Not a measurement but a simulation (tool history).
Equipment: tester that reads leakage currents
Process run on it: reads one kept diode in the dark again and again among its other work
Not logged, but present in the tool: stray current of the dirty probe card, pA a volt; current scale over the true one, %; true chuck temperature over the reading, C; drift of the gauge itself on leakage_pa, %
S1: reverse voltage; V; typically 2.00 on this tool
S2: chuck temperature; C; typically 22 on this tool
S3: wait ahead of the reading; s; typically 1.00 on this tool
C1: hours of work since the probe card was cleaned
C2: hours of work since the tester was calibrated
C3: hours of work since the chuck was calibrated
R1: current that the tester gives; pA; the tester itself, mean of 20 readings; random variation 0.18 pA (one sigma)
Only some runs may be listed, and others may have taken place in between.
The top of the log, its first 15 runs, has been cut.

Run 16, day 14.008: usual settings but S2 26 C, S3 0.58 s; C1 395; C2 1775; C3 464. Result: R1 79.12 pA.
Run 17, day 15.075: usual settings but S2 26 C, S3 0.58 s; C1 406; C2 1786; C3 475. Result: R1 79.08 pA.
Run 18, day 15.929: usual settings; C1 415; C2 1795; C3 484. Result: R1 57.41 pA.
Run 19, day 16.942: usual settings; C1 426; C2 1806; C3 495. Result: R1 57.21 pA.
Run 20, day 17.583: usual settings; C1 432; C2 1812; C3 501. Result: R1 57.33 pA.
Run 21, day 18.171: usual settings but S2 21 C, S3 2.93 s; C1 438; C2 1818; C3 507. Result: R1 52.89 pA.
Run 22, day 18.992: usual settings but S1 6.28 V, S2 29 C, S3 3.11 s; C1 447; C2 1827; C3 516. Result: R1 156.77 pA.
Run 23, day 19.633: usual settings but S1 2.90 V, S2 35 C; C1 453; C2 1833; C3 522. Result: R1 183.80 pA.
Run 24, day 20.217: usual settings but S1 1.26 V, S3 9.06 s; C1 459; C2 1839; C3 528. Result: R1 47.48 pA.
Run 25, day 20.792: usual settings but S1 1.40 V, S3 0.72 s; C1 465; C2 1845; C3 534. Result: R1 49.57 pA.
Run 26, day 21.529: usual settings but S1 9.15 V, S2 24 C, S3 5.32 s; C1 473; C2 1853; C3 542. Result: R1 122.63 pA.
Run 27, day 22.517: usual settings but S1 9.15 V, S2 24 C, S3 5.32 s; C1 483; C2 1863; C3 552. Result: R1 122.69 pA.
Run 28, day 23.400: usual settings but S1 7.38 V, S2 31 C, S3 0.72 s; C1 492; C2 1872; C3 561. Result: R1 195.39 pA.
Run 29, day 24.258: usual settings but S1 7.38 V, S2 31 C, S3 0.72 s; C1 501; C2 1881; C3 570. Result: R1 193.88 pA.
Run 30, day 24.904: usual settings but S1 3.12 V, S2 21 C, S3 0.72 s; C1 508; C2 1887; C3 577. Result: R1 62.72 pA.
Run 31, day 25.708: usual settings but S1 8.27 V, S2 42 C, S3 0.38 s; C1 516; C2 1896; C3 585. Result: R1 460.56 pA.
Run 32, day 26.592: usual settings but S1 1.04 V, S2 42 C, S3 4.24 s; C1 525; C2 1905; C3 594. Result: R1 203.06 pA.
Run 33, day 27.412: usual settings but S1 1.04 V, S2 42 C, S3 4.24 s; C1 533; C2 1913; C3 602. Result: R1 203.75 pA.

Run 34 comes next. What will it give?
Run 34, day 28.167: usual settings but S1 1.04 V, S2 42 C, S3 1.51 s; C1 541; C2 1921; C3 610. Result: R1 ?.

Run 34 came out at R1 204.74 pA.
Were there no unlogged condition in the tool, this run, its random variation unchanged, would have produced R1 212.12 pA.
